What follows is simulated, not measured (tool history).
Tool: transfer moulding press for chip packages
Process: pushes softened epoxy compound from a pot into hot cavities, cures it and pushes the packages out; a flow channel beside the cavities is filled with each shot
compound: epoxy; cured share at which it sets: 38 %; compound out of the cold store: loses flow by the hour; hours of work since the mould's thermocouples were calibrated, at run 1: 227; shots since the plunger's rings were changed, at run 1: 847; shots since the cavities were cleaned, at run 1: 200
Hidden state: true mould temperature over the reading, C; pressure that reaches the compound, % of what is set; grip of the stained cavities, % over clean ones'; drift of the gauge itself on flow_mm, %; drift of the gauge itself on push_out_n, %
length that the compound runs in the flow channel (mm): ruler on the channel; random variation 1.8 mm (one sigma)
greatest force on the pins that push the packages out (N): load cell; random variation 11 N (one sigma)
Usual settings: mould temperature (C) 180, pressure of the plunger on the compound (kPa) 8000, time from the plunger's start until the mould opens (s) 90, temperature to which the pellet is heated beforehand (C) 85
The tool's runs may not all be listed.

run,hour,mould temperature (C),pressure of the plunger on the compound (kPa),time from the plunger's start until the mould opens (s),temperature to which the pellet is heated beforehand (C),hours of work since the mould's thermocouples were calibrated,shots since the plunger's rings were changed,shots since the cavities were cleaned,incoming compound's hours out of the cold store,length that the compound runs in the flow channel (mm),greatest force on the pins that push the packages out (N)
1,0.0,180,8000,90,85,227,847,200,20.2,538,665
2,8.1,180,8000,90,85,232,942,295,44.8,501,667
3,15.2,180,8000,90,85,236,1025,378,40.6,507,701
4,22.7,180,8000,90,85,240,1113,466,16.7,546,770
5,30.2,180,8000,90,85,245,1201,554,10.5,554,798
# hour 43.0: cavities cleaned with cleaning compound and waxed
6,43.0,180,8000,90,85,251,1333,0,44.9,500,530
7,49.1,180,8000,90,85,255,1405,72,32.5,516,578
8,58.8,180,8000,90,85,260,1517,184,14.6,546,659
9,65.1,180,6750,90,85,264,1592,259,27.1,483,684
10,73.3,180,6210,90,85,269,1687,354,29.9,458,707
11,84.9,180,6210,90,85,275,1823,490,35.5,451,759
12,94.6,180,6760,90,85,281,1937,604,19.4,491,807
# hour 102.9: cavities cleaned with cleaning compound and waxed
13,107.9,180,6760,90,85,288,2074,57,43.7,457,550
14,113.9,180,6760,71,85,291,2144,127,8.6,510,1009
15,122.0,180,6760,71,85,296,2240,223,42.7,461,984
16,127.1,180,6760,71,85,299,2300,283,35.8,471,1078
17,137.1,180,9470,71,85,304,2416,399,45.8,540,1085
18,146.8,180,8830,95,86,310,2530,513,34.9,536,701
19,156.3,180,8830,95,86,316,2641,624,39.8,527,750
# hour 162.8: cavities cleaned with cleaning compound and waxed
20,165.7,180,8660,83,85,320,2734,35,46.6,510,621
21,171.9,180,8660,83,85,324,2806,107,18.7,555,708
22,177.7,180,8660,83,85,327,2874,175,11.1,569,764
23,189.3,180,8660,83,85,334,3009,310,43.2,517,740
24,201.4,180,8660,83,85,341,3151,452,30.8,533,828
25,209.8,180,8660,83,85,346,3250,551,45.9,512,843
26,218.4,185,6650,83,90,350,3350,651,34.6,455,722
# hour 222.6: cavities cleaned with cleaning compound and waxed
27,226.1,180,6350,78,85,354,3422,40,19.6,471,729

3 ways to go on from here, each from the tool as it stands after run 27. What would each give?
A,231.0,180,8000,90,76,357,3480,98,18.1,?,?
B,231.0,174,6350,78,93,357,3480,98,38.0,?,?
C,231.0,180,8000,94,88,357,3480,98,25.3,?,?

run,length that the compound runs in the flow channel (mm),greatest force on the pins that push the packages out (N)
A,531,598
B,454,1067
C,522,558
Without the tool's hidden state the same runs would have given:
run,length that the compound runs in the flow channel (mm),greatest force on the pins that push the packages out (N)
A,545,545
B,465,982
C,535,506

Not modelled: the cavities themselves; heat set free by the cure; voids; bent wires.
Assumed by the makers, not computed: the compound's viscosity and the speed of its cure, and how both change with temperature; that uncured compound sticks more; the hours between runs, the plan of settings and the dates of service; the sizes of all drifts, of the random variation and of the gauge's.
